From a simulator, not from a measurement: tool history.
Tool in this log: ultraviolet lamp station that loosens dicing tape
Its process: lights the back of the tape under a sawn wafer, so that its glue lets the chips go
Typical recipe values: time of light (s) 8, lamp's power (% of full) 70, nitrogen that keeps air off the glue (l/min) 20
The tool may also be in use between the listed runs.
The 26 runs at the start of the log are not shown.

run,hour,time of light (s),lamp's power (% of full),nitrogen that keeps air off the glue (l/min),force that peels the tape off (N),light that reached the tape (mJ/cm2)
27,827.5,8,89,10,2.351,346
# hour 861.7: window cleaned of glue's vapour
28,864.6,8,89,8,2.169,398
29,903.3,8,89,8,2.224,389
30,948,8,81,8,2.584,349
31,980.8,14,62,32,0.698,462
32,1001.5,14,62,32,0.645,455
33,1024.5,14,62,32,0.709,450
34,1054.5,15,62,37,0.557,473
35,1083.5,12,70,27,0.915,422
36,1127.2,9,93,37,0.773,413
37,1157.1,9,93,37,0.794,405
38,1196.6,9,93,37,0.833,397
39,1239.9,10,90,25,0.996,425
40,1265.9,15,86,28,0.414,588
# hour 1291.7: window cleaned of glue's vapour
41,1303.7,8,63,25,2.099,263
42,1336.3,8,63,25,2.194,259

Here are 3 independent what-if runs from the current tool condition. What would each one return?
A,1362.6,8,64,20,?,?
B,1362.6,8,70,13,?,?
C,1362.6,10,79,24,?,?

run,force that peels the tape off (N),light that reached the tape (mJ/cm2)
A,2.4,264
B,2.68,286
C,1.062,398
Stripped of hidden state, with their random variation kept, the same runs would have yielded:
run,force that peels the tape off (N),light that reached the tape (mJ/cm2)
A,1.502,357
B,1.725,388
C,0.546,541

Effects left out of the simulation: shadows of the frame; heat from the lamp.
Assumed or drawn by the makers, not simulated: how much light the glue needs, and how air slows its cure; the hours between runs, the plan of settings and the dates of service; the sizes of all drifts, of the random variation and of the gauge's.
